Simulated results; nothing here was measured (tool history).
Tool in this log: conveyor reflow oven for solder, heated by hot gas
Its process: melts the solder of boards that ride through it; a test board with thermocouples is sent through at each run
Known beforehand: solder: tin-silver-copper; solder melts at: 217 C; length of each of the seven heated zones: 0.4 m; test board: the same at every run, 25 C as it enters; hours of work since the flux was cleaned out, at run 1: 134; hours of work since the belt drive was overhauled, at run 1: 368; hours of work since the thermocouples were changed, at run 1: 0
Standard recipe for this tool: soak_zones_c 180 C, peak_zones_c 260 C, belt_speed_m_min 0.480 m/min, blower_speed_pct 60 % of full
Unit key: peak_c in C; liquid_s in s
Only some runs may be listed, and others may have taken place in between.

| run | hour | soak_zones_c | peak_zones_c | belt_speed_m_min | blower_speed_pct | hours of work since the flux was cleaned out | hours of work since the belt drive was overhauled | hours of work since the thermocouples were changed | peak_c | liquid_s |
|---|---|---|---|---|---|---|---|---|---|---|
| 1 | 0.0 | 180 | 260 | 0.480 | 60 | 134 | 368 | 0 | 242.6 | 65.9 |
|  | 66.2 | flux residue cleaned out of gas plates and filters |
| 2 | 66.2 | 180 | 260 | 0.469 | 60 | 0 | 394 | 26 | 243.2 | 68.4 |
| 3 | 98.0 | 180 | 260 | 0.480 | 60 | 13 | 407 | 39 | 242.6 | 66.1 |
| 4 | 152.2 | 180 | 260 | 0.480 | 60 | 36 | 430 | 62 | 242.6 | 65.7 |
| 5 | 183.0 | 180 | 260 | 0.480 | 90 | 49 | 443 | 75 | 248.8 | 76.0 |
| 6 | 212.3 | 180 | 260 | 0.480 | 82 | 61 | 455 | 87 | 247.2 | 73.2 |
| 7 | 259.1 | 180 | 260 | 0.480 | 82 | 81 | 475 | 107 | 247.5 | 73.4 |
| 8 | 316.0 | 180 | 260 | 0.480 | 82 | 105 | 499 | 131 | 247.5 | 73.6 |

Run 9, settings as shown, results not yet in. Your forecast:
| 9 | 369.1 | 180 | 268 | 0.480 | 82 | 127 | 521 | 153 | ? | ? |

{"run 9": {"peak_c": 254.2, "liquid_s": 80.3}}
With the hidden condition absent and the run-to-run variation left alone, this run would have shown peak_c 254.1 C, liquid_s 80.2 s.
